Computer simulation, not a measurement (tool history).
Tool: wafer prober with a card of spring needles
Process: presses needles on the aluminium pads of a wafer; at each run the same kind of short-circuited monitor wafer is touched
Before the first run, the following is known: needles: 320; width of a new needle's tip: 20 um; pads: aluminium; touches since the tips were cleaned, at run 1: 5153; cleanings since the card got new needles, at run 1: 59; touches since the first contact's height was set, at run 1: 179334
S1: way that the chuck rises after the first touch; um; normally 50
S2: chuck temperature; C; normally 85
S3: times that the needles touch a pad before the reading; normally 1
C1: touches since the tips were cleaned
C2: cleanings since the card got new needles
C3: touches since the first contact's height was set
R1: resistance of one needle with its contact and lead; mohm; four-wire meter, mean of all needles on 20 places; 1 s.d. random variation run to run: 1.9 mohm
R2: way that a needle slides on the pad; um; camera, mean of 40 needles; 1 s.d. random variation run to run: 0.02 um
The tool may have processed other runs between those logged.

run,day,S1,S2,S3,C1,C2,C3,R1,R2
1,0.000,50,85,1,5153,59,179334,206,9.05
# day 0.046: tips cleaned on abrasive film
# day 0.504: tips cleaned on abrasive film
2,0.825,50,85,1,3958,61,189429,207,9.02
# day 1.008: tips cleaned on abrasive film
# day 1.271: height of the first contact set anew
3,1.392,50,85,1,4635,62,1520,207,9.03
# day 1.512: tips cleaned on abrasive film
# day 1.975: tips cleaned on abrasive film
4,2.108,50,85,1,1634,64,10249,204,9.02
# day 2.454: tips cleaned on abrasive film
5,2.575,50,108,1,1456,65,15972,211,9.03
# day 2.917: tips cleaned on abrasive film
6,3.158,50,108,1,2965,66,23150,214,9.01
# day 3.383: tips cleaned on abrasive film
# day 3.858: tips cleaned on abrasive film
7,3.858,50,108,1,0,68,31708,213,9.00
# day 4.333: tips cleaned on abrasive film
8,4.558,40,85,1,2758,69,40328,215,7.19
# day 4.817: tips cleaned on abrasive film
# day 5.275: tips cleaned on abrasive film
9,5.354,36,85,1,977,71,50091,220,6.48
# day 5.733: tips cleaned on abrasive film
10,5.775,56,85,1,507,72,55256,201,10.07
# day 6.217: tips cleaned on abrasive film
11,6.567,50,85,1,4286,73,64970,210,8.99
# day 6.708: tips cleaned on abrasive film
12,7.133,50,85,1,5280,74,71974,208,8.99
# day 7.204: tips cleaned on abrasive film
# day 7.671: tips cleaned on abrasive film
13,7.842,50,85,1,2112,76,80644,207,8.98
# day 8.167: tips cleaned on abrasive film
14,8.183,50,85,1,219,77,84788,210,9.00
15,8.562,50,85,1,4950,77,89519,207,9.00
# day 8.675: tips cleaned on abrasive film
# day 9.171: tips cleaned on abrasive film
16,9.225,50,85,1,649,79,97567,206,8.98
# day 9.696: tips cleaned on abrasive film
17,10.042,50,107,2,4302,80,107651,214,8.97
# day 10.183: tips cleaned on abrasive film
# day 10.675: tips cleaned on abrasive film
18,10.746,50,107,2,886,82,116254,205,8.97
# day 11.138: tips cleaned on abrasive film
19,11.567,34,48,1,5317,83,126354,213,6.11
# day 11.633: tips cleaned on abrasive film
20,12.058,34,48,1,5264,84,132420,213,6.12
# day 12.117: tips cleaned on abrasive film
# day 12.596: tips cleaned on abrasive film
21,12.667,34,48,1,873,86,139850,214,6.10
# day 13.058: tips cleaned on abrasive film
22,13.246,56,37,1,2284,87,146933,191,10.03
# day 13.567: tips cleaned on abrasive film
23,13.817,61,95,1,3089,88,153953,204,10.93
# day 14.062: tips cleaned on abrasive film
24,14.288,61,95,1,2809,89,159757,201,10.93
# day 14.542: tips cleaned on abrasive film
25,14.650,61,95,1,1361,90,164198,201,10.95
# day 15.012: tips cleaned on abrasive film
26,15.208,41,42,1,2444,91,171063,208,7.33
# day 15.508: tips cleaned on abrasive film
27,15.829,41,42,1,3998,92,178677,202,7.34
# day 16.017: tips cleaned on abrasive film
28,16.429,41,42,1,5114,93,186034,202,7.33
# day 16.508: tips cleaned on abrasive film
# day 16.988: tips cleaned on abrasive film
# day 17.096: gauge calibrated
# day 17.167: height of the first contact set anew
29,17.167,41,42,1,2082,95,0,201,7.41
# day 17.471: tips cleaned on abrasive film
30,17.621,50,105,1,1824,96,5554,213,9.03
# day 17.942: tips cleaned on abrasive film
31,18.042,50,76,2,1220,97,10710,202,9.06
# day 18.425: tips cleaned on abrasive film
32,18.700,41,30,2,3405,98,18814,199,7.41

Branching from run 32: 3 alternative next runs. What would each branch give?
# day 18.929: tips cleaned on abrasive film
# day 19.425: tips cleaned on abrasive film
A,19.512,47,27,2,1097,100,28777,?,?
# day 18.929: tips cleaned on abrasive film
# day 19.425: tips cleaned on abrasive film
B,19.512,41,118,3,1097,100,28777,?,?
# day 18.929: tips cleaned on abrasive film
# day 19.425: tips cleaned on abrasive film
C,19.512,32,122,2,1097,100,28777,?,?

run,R1,R2
A,194,8.46
B,227,7.38
C,237,5.78
Without the tool's hidden state the same runs would have given:
run,R1,R2
A,194,8.47
B,227,7.39
C,237,5.79
